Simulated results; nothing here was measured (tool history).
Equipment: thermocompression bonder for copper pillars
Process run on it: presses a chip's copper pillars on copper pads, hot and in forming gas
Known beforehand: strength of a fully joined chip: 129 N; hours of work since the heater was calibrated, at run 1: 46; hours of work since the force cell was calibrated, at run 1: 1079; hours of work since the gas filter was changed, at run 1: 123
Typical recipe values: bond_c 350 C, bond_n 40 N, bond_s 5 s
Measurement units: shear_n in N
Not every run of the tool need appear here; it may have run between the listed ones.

run	day	bond_c	bond_n	bond_s	hours of work since the heater was calibrated	hours of work since the force cell was calibrated	hours of work since the gas filter was changed	shear_n
1	0	350	40	5	46	1079	123	76.5
2	1.946	350	40	5	71	1104	148	75.8
# day 2.779: forming gas filter changed
3	3.883	350	40	5	95	1128	14	83.1
4	7.717	350	40	5	144	1177	63	80.9
5	9.738	350	40	5	169	1203	89	79.7
6	13.383	350	40	5	216	1249	135	77.6
# day 15.088: forming gas filter changed
7	16.425	350	40	5	254	1288	17	83.1
8	19.508	350	40	5	293	1327	56	81.7
9	23.171	350	54	5	340	1373	103	88.6
10	26.6	350	40	10	384	1417	146	92.8
# day 27.321: forming gas filter changed
11	28.879	350	44	10	412	1446	20	100.9
12	30.971	329	40	5	439	1472	46	73.4
13	32.721	350	53	5	461	1495	69	89.9
14	34.404	347	25	10	483	1516	90	81.3
15	38.021	347	25	10	529	1562	136	80.5
# day 39.808: forming gas filter changed
# day 41.483: force cell calibrated
16	42.008	347	25	10	578	7	27	82.1
17	45.388	347	41	5	621	50	70	79.3
18	47.583	369	54	9	649	78	98	104.7
19	50.317	377	36	5	684	112	133	85.5
# day 52.062: forming gas filter changed
20	54.05	350	52	5	731	160	25	90.7
21	56.812	348	52	4	766	195	60	83.9
22	59.962	342	38	6	806	235	100	79.3
23	62.017	350	40	4	833	261	127	73.3
# day 64.292: forming gas filter changed
24	64.296	369	46	8	861	290	0	106.6
25	66.596	344	51	6	891	319	29	92

Some steps in shear_n between neighbouring runs. How much of each would the tool show without its hidden state too (settings, what came in, random variation), and how much is left for the hidden state, with any gauge scatter that isn't in both results?
Hidden conditions of the tool in this case: true temperature of the bond over the reading, C; force that reaches the chip, % of what is set; oxide that the forming gas leaves, % of the face; drift of the gauge itself on shear_n, %.
Run 2 -> 3: forming gas filter changed. shear_n +7.3 N: hidden state +6.9, all else +0.4.
Run 10 -> 11: bond_n 40 -> 44, forming gas filter changed. shear_n +8.1 N: hidden state +7.2, all else +0.9.
Run 11 -> 12: bond_c 350 -> 329, bond_n 44 -> 40, bond_s 10 -> 5. shear_n -27.5 N: hidden state +0, all else -27.5.
Run 23 -> 24: bond_c 350 -> 369, bond_n 40 -> 46, bond_s 4 -> 8, forming gas filter changed. shear_n +33.3 N: hidden state +5, all else +28.3.
